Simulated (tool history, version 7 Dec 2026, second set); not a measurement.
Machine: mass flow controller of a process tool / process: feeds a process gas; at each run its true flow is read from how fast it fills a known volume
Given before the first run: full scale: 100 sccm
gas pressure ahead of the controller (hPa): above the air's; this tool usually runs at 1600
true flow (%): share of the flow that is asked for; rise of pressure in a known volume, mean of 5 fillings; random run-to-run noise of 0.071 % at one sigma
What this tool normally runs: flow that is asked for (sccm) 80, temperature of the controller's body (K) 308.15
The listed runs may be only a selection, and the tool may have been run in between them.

run,hour,flow that is asked for (sccm),gas pressure ahead of the controller (hPa),temperature of the controller's body (K),true flow (%)
1,0,80,1600,308.15,100.18
2,212.2,80,1600,308.15,100.17
3,397.5,80,1600,308.15,100.28
4,629.7,80,1600,308.15,100.39
5,938.7,80,1600,308.15,100.24
6,1268.1,80,1600,308.15,100.2
7,1584.5,80,1600,295.15,99.72
8,1743.6,80,1600,297.15,99.81
9,2022.3,80,1600,297.15,99.67
10,2276.3,80,1600,297.15,99.82
11,2527.2,80,1600,297.15,99.83
12,2800.5,90,1690,295.15,100.15
13,3022.8,80,1550,308.15,100.41
14,3292.4,80,1870,295.15,99.49
15,3447.2,13,1880,294.15,89.66
# hour 3497.8: controller's zero set anew
16,3716.8,23,1880,297.15,99.26
17,3870,10,2690,308.15,98.34
18,4213.3,10,2690,308.15,98.15
19,4407.5,10,2690,308.15,97.88
20,4590.8,54,1600,308.15,101.01
21,4896.1,12,1710,300.15,98.04

What if the next run were any one of these 4? Each begins from the tool's condition after run 21:
A,5138.9,33,1670,295.15,?
B,5138.9,87,1710,295.15,?
C,5138.9,12,1710,299.15,?
D,5138.9,56,2270,312.15,?

run,true flow (%)
A,99.66
B,101.41
C,97.81
D,100.75
Take away the tool's hidden state, keep each run's random variation, and the runs would have read:
run,true flow (%)
A,98.53
B,99.84
C,97.96
D,99.33

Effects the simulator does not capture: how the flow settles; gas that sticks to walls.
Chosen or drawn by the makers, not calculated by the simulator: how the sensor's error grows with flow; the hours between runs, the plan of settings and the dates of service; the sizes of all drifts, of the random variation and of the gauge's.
